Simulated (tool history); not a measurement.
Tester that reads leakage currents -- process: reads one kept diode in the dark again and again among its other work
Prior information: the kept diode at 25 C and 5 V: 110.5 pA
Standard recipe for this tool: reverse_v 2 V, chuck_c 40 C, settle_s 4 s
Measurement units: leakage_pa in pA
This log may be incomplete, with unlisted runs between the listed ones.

run	day	reverse_v	chuck_c	settle_s	leakage_pa
1	0	2	40	4	275.78
2	0.696	2	40	0.48	276.98
3	1.642	2	40	0.48	276.89
4	2.667	4.34	40	0.48	369.7
5	3.975	4.34	24	0.48	112.43
6	5.075	4.34	24	0.48	112.62
7	5.629	4.34	24	0.48	113.36
8	6.638	4.34	24	0.48	113.84
9	7.371	4.34	24	0.48	113.31
10	8.117	2	27	4	105.81
11	9.258	2	40	0.5	283.3
12	9.85	2	40	0.5	283.92
13	10.967	2	40	0.5	284.89
14	11.733	2	40	0.5	283.19
15	12.917	2	40	0.96	284.52
16	13.808	2	40	0.96	286.18
17	14.521	6.69	40	0.77	443.53
18	15.321	2	33	2.66	171.63
19	16.242	2.38	25	7.93	98.44
20	16.879	2.38	25	7.93	98.64
21	17.45	2.3	21	0.93	72.04
22	18.196	15.53	43	0.93	752.7
23	19.462	1.15	40	4	237.62
24	20.179	1.15	40	4	237.62
25	21.146	1.99	20	1.14	63.64
26	21.762	4.03	26	3.53	131.52
27	23.104	4.03	26	1.56	133.96
28	23.892	4.03	26	1.56	133.42
29	24.725	2.98	24	5.29	102.52
30	25.504	2.98	24	5.29	102.28
31	26.096	2	23	4.05	81.19
32	26.792	2	23	4.05	81.47

Measured result minus the same run's result without the hidden state. Both carry the same run-to-run variation, though not necessarily the same gauge scatter:
The tool's hidden condition here consists of: stray current of the dirty probe card, pA a volt; current scale over the true one, %; true chuck temperature over the reading, C; drift of the gauge itself on leakage_pa, %.
run	leakage_pa
1	+23.67
2	+24.11
3	+24.7
4	+34.69
5	+13.55
6	+13.87
7	+14.12
8	+14.44
9	+14.56
10	+12.53
11	+29.95
12	+30.39
13	+31.22
14	+31.48
15	+32.34
16	+33.11
17	+54
18	+21.75
19	+14.04
20	+14.19
21	+10.99
22	+98.79
23	+30.04
24	+30.35
25	+10.3
26	+20.84
27	+21.58
28	+21.71
29	+17.01
30	+17.16
31	+13.58
32	+13.76

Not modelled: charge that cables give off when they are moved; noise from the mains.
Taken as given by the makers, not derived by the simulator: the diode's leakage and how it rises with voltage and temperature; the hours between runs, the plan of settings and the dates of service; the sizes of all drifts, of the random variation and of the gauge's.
